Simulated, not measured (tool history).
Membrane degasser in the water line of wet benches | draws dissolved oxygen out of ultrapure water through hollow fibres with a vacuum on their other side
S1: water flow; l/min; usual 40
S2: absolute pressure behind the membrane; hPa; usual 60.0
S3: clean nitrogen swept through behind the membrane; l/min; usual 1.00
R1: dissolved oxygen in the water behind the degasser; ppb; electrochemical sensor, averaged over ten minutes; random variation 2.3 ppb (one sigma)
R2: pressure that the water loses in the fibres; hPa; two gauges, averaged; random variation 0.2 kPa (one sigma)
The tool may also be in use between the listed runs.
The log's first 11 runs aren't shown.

Run 12, day 37.408: usual settings. Result: R1 227.8 ppb, R2 419.0 hPa.
Run 13, day 41.467: usual settings. Result: R1 230.0 ppb, R2 416.9 hPa.
Run 14, day 44.708: usual settings. Result: R1 226.4 ppb, R2 416.1 hPa.
Run 15, day 48.125: usual settings. Result: R1 224.9 ppb, R2 414.8 hPa.
Run 16, day 51.879: usual settings. Result: R1 227.4 ppb, R2 411.3 hPa.
Run 17, day 55.025: usual settings but S2 101.0 hPa, S3 1.78 l/min. Result: R1 337.4 ppb, R2 415.2 hPa.
Run 18, day 57.379: usual settings but S1 28 l/min, S2 113.5 hPa, S3 2.63 l/min. Result: R1 201.2 ppb, R2 287.8 hPa.
Run 19, day 61.558: usual settings but S1 47 l/min, S2 89.2 hPa, S3 0.43 l/min. Result: R1 864.1 ppb, R2 484.3 hPa.
Run 20, day 65.229: usual settings but S1 25 l/min, S2 97.3 hPa, S3 0.96 l/min. Result: R1 353.3 ppb, R2 259.2 hPa.
Run 21, day 68.179: usual settings but S1 36 l/min. Result: R1 204.0 ppb, R2 371.7 hPa.
Run 22, day 72.362: usual settings but S1 36 l/min. Result: R1 205.9 ppb, R2 372.4 hPa.
Run 23, day 76.775: usual settings but S1 36 l/min, S2 119.4 hPa, S3 1.02 l/min. Result: R1 603.8 ppb, R2 369.4 hPa.

Forecast run 24:
At day 78.917: gauge calibrated.
At day 79.258: vacuum gauge calibrated.
Run 24, day 81.100: usual settings but S1 49 l/min, S2 123.6 hPa, S3 0.70 l/min. Result: R1 ?, R2 ?.

Run 24 gave R1 1033.0 ppb, R2 519.0 hPa.
Without the tool's hidden state the same run would have given R1 1032.9 ppb, R2 519.2 hPa.
